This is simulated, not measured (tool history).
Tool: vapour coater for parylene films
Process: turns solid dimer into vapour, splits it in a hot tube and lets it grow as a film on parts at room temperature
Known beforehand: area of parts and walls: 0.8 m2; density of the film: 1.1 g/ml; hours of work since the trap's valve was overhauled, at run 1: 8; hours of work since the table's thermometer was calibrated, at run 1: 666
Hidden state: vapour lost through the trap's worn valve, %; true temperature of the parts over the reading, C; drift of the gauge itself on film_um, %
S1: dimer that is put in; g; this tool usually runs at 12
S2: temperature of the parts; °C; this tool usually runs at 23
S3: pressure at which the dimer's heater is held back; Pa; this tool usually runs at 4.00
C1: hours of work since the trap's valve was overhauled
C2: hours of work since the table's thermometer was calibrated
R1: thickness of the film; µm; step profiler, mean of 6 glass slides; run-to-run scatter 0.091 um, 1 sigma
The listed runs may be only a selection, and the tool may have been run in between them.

{"run": 1, "hour": 0.0, "S1": 12, "S2": 23, "S3": 4.0, "C1": 8, "C2": 666, "R1": 11.06}
{"run": 2, "hour": 43.8, "S1": 12, "S2": 23, "S3": 4.0, "C1": 35, "C2": 693, "R1": 11.01}
{"run": 3, "hour": 79.0, "S1": 12, "S2": 23, "S3": 4.0, "C1": 56, "C2": 715, "R1": 11.13}
{"run": 4, "hour": 117.8, "S1": 12, "S2": 23, "S3": 4.0, "C1": 80, "C2": 739, "R1": 11.08}
{"run": 5, "hour": 149.7, "S1": 12, "S2": 23, "S3": 4.0, "C1": 100, "C2": 758, "R1": 11.08}
{"run": 6, "hour": 188.0, "S1": 12, "S2": 23, "S3": 4.0, "C1": 123, "C2": 782, "R1": 11.32}
{"run": 7, "hour": 210.1, "S1": 21, "S2": 23, "S3": 4.0, "C1": 137, "C2": 795, "R1": 19.49}
{"run": 8, "hour": 255.4, "S1": 21, "S2": 23, "S3": 4.0, "C1": 165, "C2": 823, "R1": 19.5}
{"run": 9, "hour": 308.1, "S1": 21, "S2": 23, "S3": 4.0, "C1": 197, "C2": 855, "R1": 19.35}
{"run": 10, "hour": 345.3, "S1": 21, "S2": 23, "S3": 4.0, "C1": 220, "C2": 878, "R1": 19.26}
{"run": 11, "hour": 370.9, "S1": 21, "S2": 23, "S3": 4.0, "C1": 235, "C2": 894, "R1": 19.63}
{"run": 12, "hour": 395.2, "S1": 12, "S2": 15, "S3": 4.0, "C1": 250, "C2": 909, "R1": 13.32}
{"hour": 403.9, "done": "trap's valve overhauled"}
{"run": 13, "hour": 425.2, "S1": 14, "S2": 24, "S3": 2.37, "C1": 13, "C2": 924, "R1": 12.99}
{"run": 14, "hour": 450.0, "S1": 12, "S2": 28, "S3": 11.61, "C1": 28, "C2": 940, "R1": 7.93}
{"run": 15, "hour": 478.2, "S1": 20, "S2": 25, "S3": 11.61, "C1": 46, "C2": 957, "R1": 15.23}
{"run": 16, "hour": 517.0, "S1": 14, "S2": 28, "S3": 7.99, "C1": 69, "C2": 981, "R1": 9.67}
{"run": 17, "hour": 569.9, "S1": 14, "S2": 28, "S3": 7.99, "C1": 102, "C2": 1013, "R1": 9.52}
{"run": 18, "hour": 617.0, "S1": 20, "S2": 16, "S3": 2.91, "C1": 131, "C2": 1042, "R1": 22.19}
{"run": 19, "hour": 669.9, "S1": 9, "S2": 19, "S3": 3.18, "C1": 163, "C2": 1074, "R1": 9.94}

What will run 20 give?
{"run": 20, "hour": 699.6, "S1": 6, "S2": 15, "S3": 5.62, "C1": 181, "C2": 1093, "R1": "?"}

{"run 20": {"R1": 6.73}}
Minus the tool's unlogged condition, the same run would have read R1 6.75 µm.

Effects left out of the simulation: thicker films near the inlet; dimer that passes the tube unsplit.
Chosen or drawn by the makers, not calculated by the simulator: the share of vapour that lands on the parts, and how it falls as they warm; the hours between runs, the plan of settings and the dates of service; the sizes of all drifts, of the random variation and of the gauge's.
